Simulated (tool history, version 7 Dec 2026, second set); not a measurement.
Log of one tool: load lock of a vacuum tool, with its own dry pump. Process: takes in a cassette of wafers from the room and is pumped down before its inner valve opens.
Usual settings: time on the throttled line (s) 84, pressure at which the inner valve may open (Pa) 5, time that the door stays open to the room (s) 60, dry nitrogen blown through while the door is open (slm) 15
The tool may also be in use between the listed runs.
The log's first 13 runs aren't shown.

| run | hour | time on the throttled line (s) | pressure at which the inner valve may open (Pa) | time that the door stays open to the room (s) | dry nitrogen blown through while the door is open (slm) | incoming humidity of the room's air, % | time from the closed door until the inner valve may open (s) | rise of the pressure with all valves shut (Pa/min) |
|---|---|---|---|---|---|---|---|---|
| 14 | 1909.1 | 84 | 8 | 60 | 15 | 44.3 | 145.4 | 0.026 |
| 15 | 2101.2 | 84 | 8 | 60 | 15 | 46.4 | 145.7 | 0.034 |
| 16 | 2239.9 | 84 | 5 | 145 | 15 | 46.8 | 151.3 | 0.038 |
| 17 | 2368.2 | 84 | 5 | 145 | 15 | 44.1 | 151.6 | 0.043 |
| 18 | 2570.0 | 84 | 5 | 145 | 15 | 42.6 | 152.0 | 0.038 |
| 19 | 2773.9 | 84 | 5 | 82 | 15 | 46.2 | 151.7 | 0.037 |
| 20 | 2865.1 | 84 | 5 | 82 | 15 | 47.2 | 150.6 | 0.038 |
| 21 | 2986.4 | 84 | 8 | 62 | 22 | 44.5 | 146.6 | 0.030 |
| 22 | 3161.6 | 45 | 5 | 90 | 29 | 43.3 | 119.2 | 0.036 |
| 23 | 3258.5 | 137 | 5 | 90 | 10 | 44.7 | 193.4 | 0.047 |
| 24 | 3381.3 | 90 | 4 | 193 | 13 | 42.6 | 157.9 | 0.050 |
| 25 | 3501.4 | 84 | 5 | 60 | 27 | 43.7 | 152.3 | 0.036 |
| 26 | 3611.9 | 84 | 10 | 60 | 5 | 42.8 | 144.9 | 0.045 |
| 27 | 3794.4 | 154 | 8 | 110 | 15 | 43.2 | 202.1 | 0.039 |
| 28 | 3932.7 | 84 | 7 | 54 | 8 | 42.1 | 148.0 | 0.045 |
| 29 | 4061.0 | 68 | 6 | 36 | 16 | 42.8 | 137.3 | 0.034 |
| 30 | 4273.1 | 168 | 5 | 60 | 26 | 47.9 | 217.7 | 0.042 |
| 31 | 4497.8 | 84 | 8 | 60 | 20 | 46.2 | 147.1 | 0.038 |
| 32 | 4719.0 | 47 | 4 | 55 | 6 | 43.8 | 124.4 | 0.051 |
| 33 | 4892.5 | 47 | 9 | 29 | 6 | 44.4 | 118.0 | 0.040 |
| 34 | 5085.6 | 84 | 5 | 43 | 15 | 45.0 | 152.4 | 0.038 |
| 35 | 5231.3 | 61 | 7 | 60 | 15 | 43.1 | 130.4 | 0.047 |
| 36 | 5347.1 | 84 | 10 | 37 | 7 | 45.7 | 146.9 | 0.053 |
| 37 | 5438.8 | 84 | 6 | 67 | 7 | 46.7 | 152.3 | 0.055 |

Forecast each of these 3 alternatives for the next run:
| A | 5599.4 | 141 | 5 | 60 | 15 | 49.0 | ? | ? |
| B | 5599.4 | 84 | 6 | 67 | 24 | 45.6 | ? | ? |
| C | 5599.4 | 84 | 5 | 60 | 15 | 45.1 | ? | ? |

| run | time from the closed door until the inner valve may open (s) | rise of the pressure with all valves shut (Pa/min) |
|---|---|---|
| A | 198.5 | 0.053 |
| B | 151.9 | 0.049 |
| C | 152.2 | 0.050 |
Without the tool's hidden state the same runs would have given:
| run | time from the closed door until the inner valve may open (s) | rise of the pressure with all valves shut (Pa/min) |
|---|---|---|
| A | 195.4 | 0.024 |
| B | 148.2 | 0.021 |
| C | 148.4 | 0.021 |
